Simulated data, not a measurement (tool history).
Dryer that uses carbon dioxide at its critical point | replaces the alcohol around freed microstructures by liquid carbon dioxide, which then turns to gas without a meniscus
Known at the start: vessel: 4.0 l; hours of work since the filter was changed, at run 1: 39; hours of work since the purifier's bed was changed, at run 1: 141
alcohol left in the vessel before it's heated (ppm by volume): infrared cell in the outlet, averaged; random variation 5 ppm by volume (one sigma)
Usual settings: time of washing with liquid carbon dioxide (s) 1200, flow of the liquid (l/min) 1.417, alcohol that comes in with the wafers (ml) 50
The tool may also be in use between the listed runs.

run	hour	time of washing with liquid carbon dioxide (s)	flow of the liquid (l/min)	alcohol that comes in with the wafers (ml)	hours of work since the filter was changed	hours of work since the purifier's bed was changed	alcohol left in the vessel before it's heated (ppm by volume)
1	0	1200	1.417	50	39	141	58
2	9.8	1200	1.417	50	42	145	54
3	16.9	900	1.417	50	45	148	137
4	21	900	1.12	50	46	149	339
5	26.7	900	1.12	50	48	151	341
6	31.8	900	1.12	50	50	153	343
7	39.7	1860	1.417	50	53	156	36
8	49.9	1200	1.417	50	57	159	67
9	56.4	1200	1.417	50	59	162	65
10	65.4	1200	1.417	50	62	165	71
11	72.7	1080	2.34	46	65	167	55
12	82.7	1200	1.25	61	68	171	108
13	92.6	1200	1.25	61	72	175	101
14	99	1200	1.25	61	74	177	118
15	108.8	780	1.05	23	78	180	353
16	115.1	1680	1.44	23	80	183	51
17	122.8	1740	1.34	50	83	185	54
18	127.5	1020	1.34	50	84	187	140
19	135.3	1500	1.417	113	87	190	63

3 ways to go on from here, each from the tool as it stands after run 19. What would each give?
A	142.3	1200	1.34	50	90	192	?
B	142.3	900	1.417	50	90	192	?
C	142.3	1380	1.16	35	90	192	?

run	alcohol left in the vessel before it's heated (ppm by volume)
A	89
B	177
C	76
Without the tool's hidden state the same runs would have given:
run	alcohol left in the vessel before it's heated (ppm by volume)
A	31
B	96
C	20

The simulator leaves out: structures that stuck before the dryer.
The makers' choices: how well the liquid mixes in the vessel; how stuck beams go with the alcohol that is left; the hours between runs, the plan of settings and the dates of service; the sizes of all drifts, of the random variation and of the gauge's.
